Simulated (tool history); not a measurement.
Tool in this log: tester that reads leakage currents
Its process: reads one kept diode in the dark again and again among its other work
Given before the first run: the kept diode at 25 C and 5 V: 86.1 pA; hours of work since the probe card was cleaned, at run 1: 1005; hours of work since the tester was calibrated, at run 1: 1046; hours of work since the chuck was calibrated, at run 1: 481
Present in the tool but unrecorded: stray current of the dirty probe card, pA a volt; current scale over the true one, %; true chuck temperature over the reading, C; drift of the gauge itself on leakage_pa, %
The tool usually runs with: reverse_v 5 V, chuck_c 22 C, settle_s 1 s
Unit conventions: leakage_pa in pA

run	hour	reverse_v	chuck_c	settle_s	hours of work since the probe card was cleaned	hours of work since the tester was calibrated	hours of work since the chuck was calibrated	leakage_pa
1	0	5	22	1	1005	1046	481	68.87
2	21.8	5	22	1	1017	1058	492	69.07
3	55.5	5	22	1	1035	1076	511	68.7
4	84	5	22	8.63	1050	1091	526	68.34
5	129.8	5	22	8.63	1075	1116	550	68.49
6	169.4	5	22	8.63	1096	1137	572	68.65
7	199.9	5	22	8.63	1112	1153	588	68.57
8	223.2	5	22	8.63	1125	1166	600	68.51
9	256.8	5	25	1	1143	1184	619	87.33
10	298.9	5	25	1	1165	1206	641	87.31
11	339.8	5	25	1	1187	1228	663	87.31
12	377.7	4.39	25	1	1208	1248	683	81.49
13	405.7	5	22	3.09	1223	1264	698	68.89
14	430.9	5	22	3.09	1236	1277	712	68.65
15	478.5	5	22	3.09	1262	1303	737	69.14
16	509.4	5	22	1	1278	1319	754	69.11
17	529.3	5	22	1	1289	1330	765	69.53
18	565.8	5	22	1	1308	1349	784	69.15
19	600.7	5	22	1	1327	1368	803	69.07
20	639.9	5	22	1	1348	1389	824	69.33
# hour 648.4: probe card cleaned and baked
21	686.2	5	22	1	20	1412	847	64.02
22	730.3	5	22	1	44	1436	871	64.25
23	775.1	5	22	1	68	1460	895	64.11
24	801.8	1.31	24	1.52	82	1474	909	35.11
25	822.9	1.61	24	0.81	94	1486	921	39.76
26	865.9	5.49	22	0.81	117	1509	944	68
27	914.8	9.12	22	0.4	143	1535	970	92.67
28	953.9	2.61	39	3.16	164	1556	991	170.93
29	1000.2	2.61	39	3.16	189	1581	1016	170.89
30	1027.8	5	34	7.54	203	1596	1030	167.97
31	1072.1	5	23	6.19	227	1619	1054	69.61
32	1114.4	1.6	21	6.19	250	1642	1077	30.6
# hour 1140.2: chuck's temperature calibrated
33	1152.6	2.44	21	0.3	269	1661	7	42.15
34	1176.7	10.49	48	1.1	282	1674	20	765.84
35	1197.9	8.14	46	1.41	294	1686	31	574.66
36	1246.3	2.08	41	1.41	320	1712	57	183.5
37	1287.1	2.08	41	1.41	342	1734	79	182.99
38	1309.7	15.45	24	0.4	354	1746	91	157.4
39	1349.1	15.45	24	0.4	375	1767	112	158.21

Here are 3 independent what-if runs from the current tool condition. What would each one return?
A	1385.3	5	22	4.82	394	1786	131	?
B	1385.3	15.45	36	0.4	394	1786	131	?
C	1385.3	11.09	36	0.32	394	1786	131	?

run	leakage_pa
A	68.07
B	396.31
C	329.02
Had the tool no hidden state, the same runs would have come out as:
run	leakage_pa
A	67.22
B	395.06
C	328.5
